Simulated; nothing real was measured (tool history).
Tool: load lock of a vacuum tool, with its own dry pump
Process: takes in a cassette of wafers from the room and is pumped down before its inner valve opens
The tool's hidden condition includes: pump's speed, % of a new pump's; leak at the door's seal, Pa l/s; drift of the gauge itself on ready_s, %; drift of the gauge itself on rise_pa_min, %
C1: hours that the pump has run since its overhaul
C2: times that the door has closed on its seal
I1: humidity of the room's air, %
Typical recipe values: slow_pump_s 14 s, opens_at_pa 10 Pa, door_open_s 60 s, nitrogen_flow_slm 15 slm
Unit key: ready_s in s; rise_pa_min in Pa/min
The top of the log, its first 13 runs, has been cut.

run 14 hour=1129.2 | slow_pump_s=8 opens_at_pa=10 door_open_s=60 nitrogen_flow_slm=15 | C1=21753 C2=4870 | I1=46.2 | ready_s=21 rise_pa_min=0.1
run 15 hour=1223 | slow_pump_s=14 opens_at_pa=10 door_open_s=60 nitrogen_flow_slm=15 | C1=21847 C2=4967 | I1=44.1 | ready_s=25.1 rise_pa_min=0.102
run 16 hour=1323 | slow_pump_s=14 opens_at_pa=10 door_open_s=60 nitrogen_flow_slm=15 | C1=21947 C2=5069 | I1=46.7 | ready_s=25.2 rise_pa_min=0.104
run 17 hour=1420.4 | slow_pump_s=14 opens_at_pa=10 door_open_s=60 nitrogen_flow_slm=15 | C1=22044 C2=5169 | I1=45.7 | ready_s=25 rise_pa_min=0.105
run 18 hour=1519.5 | slow_pump_s=14 opens_at_pa=16 door_open_s=60 nitrogen_flow_slm=15 | C1=22143 C2=5270 | I1=42.1 | ready_s=24.1 rise_pa_min=0.101
run 19 hour=1624 | slow_pump_s=15 opens_at_pa=10 door_open_s=60 nitrogen_flow_slm=15 | C1=22248 C2=5377 | I1=45.9 | ready_s=25.4 rise_pa_min=0.109
run 20 hour=1720.7 | slow_pump_s=12 opens_at_pa=10 door_open_s=60 nitrogen_flow_slm=20 | C1=22344 C2=5476 | I1=45.1 | ready_s=23.9 rise_pa_min=0.099
run 21 hour=1777.4 | slow_pump_s=12 opens_at_pa=10 door_open_s=60 nitrogen_flow_slm=20 | C1=22401 C2=5534 | I1=43.2 | ready_s=23.7 rise_pa_min=0.099
run 22 hour=1862.7 | slow_pump_s=14 opens_at_pa=10 door_open_s=60 nitrogen_flow_slm=17 | C1=22486 C2=5621 | I1=45.2 | ready_s=25.5 rise_pa_min=0.106
run 23 hour=1947.5 | slow_pump_s=14 opens_at_pa=10 door_open_s=60 nitrogen_flow_slm=17 | C1=22571 C2=5708 | I1=45.1 | ready_s=24.4 rise_pa_min=0.108
run 24 hour=2018.7 | slow_pump_s=10 opens_at_pa=9 door_open_s=86 nitrogen_flow_slm=39 | C1=22642 C2=5781 | I1=44.8 | ready_s=22 rise_pa_min=0.093
run 25 hour=2063 | slow_pump_s=13 opens_at_pa=9 door_open_s=86 nitrogen_flow_slm=19 | C1=22687 C2=5827 | I1=45.4 | ready_s=24.4 rise_pa_min=0.117
run 26 hour=2121.2 | slow_pump_s=14 opens_at_pa=11 door_open_s=31 nitrogen_flow_slm=6 | C1=22745 C2=5886 | I1=47.8 | ready_s=25.1 rise_pa_min=0.102
run 27 hour=2167.9 | slow_pump_s=10 opens_at_pa=17 door_open_s=138 nitrogen_flow_slm=5 | C1=22791 C2=5934 | I1=42.3 | ready_s=20.9 rise_pa_min=0.161
run 28 hour=2256.6 | slow_pump_s=10 opens_at_pa=17 door_open_s=138 nitrogen_flow_slm=5 | C1=22880 C2=6025 | I1=41.2 | ready_s=21.4 rise_pa_min=0.17
run 29 hour=2304.2 | slow_pump_s=10 opens_at_pa=9 door_open_s=138 nitrogen_flow_slm=36 | C1=22928 C2=6073 | I1=43.3 | ready_s=22.3 rise_pa_min=0.111
run 30 hour=2371 | slow_pump_s=13 opens_at_pa=13 door_open_s=201 nitrogen_flow_slm=4 | C1=22995 C2=6142 | I1=43.3 | ready_s=23.8 rise_pa_min=0.203
run 31 hour=2417.8 | slow_pump_s=13 opens_at_pa=13 door_open_s=201 nitrogen_flow_slm=4 | C1=23041 C2=6190 | I1=47.8 | ready_s=23.8 rise_pa_min=0.218
run 32 hour=2473 | slow_pump_s=13 opens_at_pa=13 door_open_s=55 nitrogen_flow_slm=38 | C1=23097 C2=6246 | I1=46.4 | ready_s=24.2 rise_pa_min=0.08
run 33 hour=2541.8 | slow_pump_s=13 opens_at_pa=13 door_open_s=55 nitrogen_flow_slm=38 | C1=23165 C2=6317 | I1=42.4 | ready_s=24.3 rise_pa_min=0.078
run 34 hour=2638.2 | slow_pump_s=13 opens_at_pa=13 door_open_s=55 nitrogen_flow_slm=38 | C1=23262 C2=6415 | I1=46.8 | ready_s=23.7 rise_pa_min=0.087
run 35 hour=2699.6 | slow_pump_s=14 opens_at_pa=19 door_open_s=60 nitrogen_flow_slm=12 | C1=23323 C2=6478 | I1=44 | ready_s=24.3 rise_pa_min=0.115
run 36 hour=2791 | slow_pump_s=19 opens_at_pa=14 door_open_s=59 nitrogen_flow_slm=10 | C1=23415 C2=6572 | I1=41.9 | ready_s=28.2 rise_pa_min=0.112
run 37 hour=2859.4 | slow_pump_s=19 opens_at_pa=14 door_open_s=59 nitrogen_flow_slm=10 | C1=23483 C2=6642 | I1=43.8 | ready_s=28 rise_pa_min=0.117
run 38 hour=2953.3 | slow_pump_s=19 opens_at_pa=14 door_open_s=59 nitrogen_flow_slm=10 | C1=23577 C2=6738 | I1=41.2 | ready_s=28.4 rise_pa_min=0.113

Each row is a separate what-if for the run after 38, all from the same tool condition, not one after another. Results?
run A hour=3057.7 | slow_pump_s=14 opens_at_pa=10 door_open_s=81 nitrogen_flow_slm=4 | C1=23681 C2=6845 | I1=46.7 | ready_s=? rise_pa_min=?
run B hour=3057.7 | slow_pump_s=19 opens_at_pa=7 door_open_s=59 nitrogen_flow_slm=10 | C1=23681 C2=6845 | I1=49 | ready_s=? rise_pa_min=?
run C hour=3057.7 | slow_pump_s=14 opens_at_pa=19 door_open_s=38 nitrogen_flow_slm=15 | C1=23681 C2=6845 | I1=47.1 | ready_s=? rise_pa_min=?

run=A ready_s=25.1 rise_pa_min=0.158
run=B ready_s=29.5 rise_pa_min=0.13
run=C ready_s=24.2 rise_pa_min=0.107
Had the tool no hidden state, the same runs would have come out as:
run=A ready_s=23.6 rise_pa_min=0.126
run=B ready_s=28 rise_pa_min=0.098
run=C ready_s=22.8 rise_pa_min=0.075
